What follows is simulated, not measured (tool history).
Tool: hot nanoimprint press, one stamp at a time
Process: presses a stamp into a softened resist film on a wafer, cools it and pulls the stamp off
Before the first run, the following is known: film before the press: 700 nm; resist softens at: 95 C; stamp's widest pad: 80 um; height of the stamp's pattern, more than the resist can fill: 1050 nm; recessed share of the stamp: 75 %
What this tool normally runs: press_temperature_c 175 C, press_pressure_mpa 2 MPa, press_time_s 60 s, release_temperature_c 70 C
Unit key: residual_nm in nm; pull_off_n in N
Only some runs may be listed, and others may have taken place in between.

run 1 hour=0 | press_temperature_c=175 press_pressure_mpa=2 press_time_s=60 release_temperature_c=70 | residual_nm=418.6 pull_off_n=153
run 2 hour=17.6 | press_temperature_c=175 press_pressure_mpa=2 press_time_s=60 release_temperature_c=70 | residual_nm=418.1 pull_off_n=156
run 3 hour=33.6 | press_temperature_c=176 press_pressure_mpa=2 press_time_s=60 release_temperature_c=70 | residual_nm=408.4 pull_off_n=153
run 4 hour=43.7 | press_temperature_c=176 press_pressure_mpa=2 press_time_s=60 release_temperature_c=70 | residual_nm=405.9 pull_off_n=159
run 5 hour=54.6 | press_temperature_c=176 press_pressure_mpa=2 press_time_s=60 release_temperature_c=70 | residual_nm=408.3 pull_off_n=154
run 6 hour=62 | press_temperature_c=175 press_pressure_mpa=1.38 press_time_s=60 release_temperature_c=70 | residual_nm=482.3 pull_off_n=156
run 7 hour=73.1 | press_temperature_c=175 press_pressure_mpa=1.38 press_time_s=60 release_temperature_c=70 | residual_nm=480.5 pull_off_n=161
run 8 hour=82 | press_temperature_c=167 press_pressure_mpa=1.38 press_time_s=60 release_temperature_c=70 | residual_nm=556.4 pull_off_n=155
run 9 hour=95.9 | press_temperature_c=167 press_pressure_mpa=1.38 press_time_s=60 release_temperature_c=70 | residual_nm=559.7 pull_off_n=159
run 10 hour=103.6 | press_temperature_c=175 press_pressure_mpa=2 press_time_s=60 release_temperature_c=70 | residual_nm=421 pull_off_n=153
run 11 hour=116.7 | press_temperature_c=175 press_pressure_mpa=2 press_time_s=60 release_temperature_c=56 | residual_nm=420.6 pull_off_n=209
run 12 hour=124.9 | press_temperature_c=175 press_pressure_mpa=2 press_time_s=60 release_temperature_c=65 | residual_nm=418.4 pull_off_n=172
run 13 hour=137.6 | press_temperature_c=175 press_pressure_mpa=2 press_time_s=60 release_temperature_c=70 | residual_nm=422.1 pull_off_n=152
run 14 hour=144.8 | press_temperature_c=175 press_pressure_mpa=1.68 press_time_s=60 release_temperature_c=70 | residual_nm=447.5 pull_off_n=153
run 15 hour=155.6 | press_temperature_c=175 press_pressure_mpa=2 press_time_s=60 release_temperature_c=70 | residual_nm=414.9 pull_off_n=158
run 16 hour=165.4 | press_temperature_c=175 press_pressure_mpa=2.7 press_time_s=60 release_temperature_c=70 | residual_nm=369.1 pull_off_n=159
-- hour=178.7 plate thermocouple calibrated
run 17 hour=180.7 | press_temperature_c=175 press_pressure_mpa=1.43 press_time_s=37 release_temperature_c=70 | residual_nm=532.1 pull_off_n=156
run 18 hour=188.9 | press_temperature_c=175 press_pressure_mpa=1.43 press_time_s=37 release_temperature_c=70 | residual_nm=527.3 pull_off_n=157
run 19 hour=197.8 | press_temperature_c=175 press_pressure_mpa=2 press_time_s=60 release_temperature_c=57 | residual_nm=410.7 pull_off_n=202
run 20 hour=206.8 | press_temperature_c=179 press_pressure_mpa=2 press_time_s=60 release_temperature_c=70 | residual_nm=377.9 pull_off_n=157
run 21 hour=220 | press_temperature_c=179 press_pressure_mpa=2 press_time_s=60 release_temperature_c=70 | residual_nm=380.2 pull_off_n=154
run 22 hour=231.9 | press_temperature_c=174 press_pressure_mpa=2 press_time_s=47 release_temperature_c=70 | residual_nm=463.7 pull_off_n=153

Run 23, settings as shown, results not yet in. Your forecast:
run 23 hour=247.4 | press_temperature_c=165 press_pressure_mpa=2.14 press_time_s=47 release_temperature_c=70 | residual_nm=? pull_off_n=?

residual_nm: 542.7 nm
pull_off_n: 155 N
Without the tool's hidden state the same run would have given residual_nm 542.7 nm, pull_off_n 154 N.
